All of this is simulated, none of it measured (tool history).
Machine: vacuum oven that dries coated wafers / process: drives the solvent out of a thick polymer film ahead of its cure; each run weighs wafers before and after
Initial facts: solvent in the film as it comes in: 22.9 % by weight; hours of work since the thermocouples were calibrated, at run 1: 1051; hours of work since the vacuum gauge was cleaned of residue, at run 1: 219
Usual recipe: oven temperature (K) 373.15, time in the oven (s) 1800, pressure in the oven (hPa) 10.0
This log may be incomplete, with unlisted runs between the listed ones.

run	day	oven temperature (K)	time in the oven (s)	pressure in the oven (hPa)	hours of work since the thermocouples were calibrated	hours of work since the vacuum gauge was cleaned of residue	solvent left in the film (%)
1	0.000	373.15	1800	10.0	1051	219	5.85
2	1.592	385.15	1800	10.0	1080	247	1.43
3	4.658	368.15	1800	10.0	1136	303	8.27
4	7.733	368.15	1800	10.0	1191	359	8.51
5	10.775	368.15	1800	10.0	1247	414	8.26
6	13.046	373.15	1800	10.0	1288	455	6.01
7	14.925	373.15	1800	10.0	1322	489	5.95
8	17.004	373.15	1800	10.0	1359	527	5.86
9	19.521	360.15	1800	10.0	1405	572	12.10
# day 21.008: oven's thermocouples calibrated
10	21.300	360.15	1800	10.0	5	603	12.45
11	23.658	360.15	1800	10.0	48	646	12.42
12	25.908	360.15	1800	10.0	89	687	12.59
13	28.708	373.15	2280	10.0	139	737	4.92
14	30.954	373.15	1800	10.0	180	778	6.73
15	33.817	373.15	1800	10.0	232	830	6.89
# day 36.021: oven's thermocouples calibrated, once more
16	36.021	373.15	1800	10.0	0	868	5.00
17	38.896	373.15	1800	10.0	52	920	5.06
18	40.242	373.15	1560	18.8	76	945	6.19
19	42.958	373.15	1560	18.8	126	994	6.22
20	44.758	360.15	1080	18.8	158	1027	14.25
21	47.517	360.15	1080	18.8	208	1077	14.19
22	50.033	365.15	2220	5.8	254	1122	7.53
23	52.575	365.15	2220	5.8	300	1168	7.67
24	54.271	375.15	1260	5.1	331	1199	6.70
25	57.188	375.15	1260	5.1	384	1252	6.65
26	60.021	380.15	1260	5.1	435	1303	4.49
27	62.738	373.15	1740	8.9	484	1353	5.58
28	65.500	382.15	1740	39.7	534	1403	2.74
29	68.525	373.15	1800	5.8	589	1457	5.34
30	70.125	359.15	960	10.9	618	1486	14.94
31	71.612	382.15	1680	10.9	645	1513	2.34

For each entry between runs, how does the tool's hidden state at the last listed run before it compare with that at the first listed run after it?
Runs 9 to 10: oven's thermocouples calibrated (day 21.008)
  true wafer temperature over the reading, C: -2.4 -> -3.47; true pressure over the reading, kPa: 0.072 -> 0.076
  what was measured, less what the result would be without the hidden state, solvent left in the film (%): +1.04 -> +1.47
Runs 15 to 16: oven's thermocouples calibrated, once more (day 36.021)
  true wafer temperature over the reading, C: -3.8 -> -0.18; true pressure over the reading, kPa: 0.105 -> 0.11
  what was measured, less what the result would be without the hidden state, solvent left in the film (%): +1.81 -> +0.11
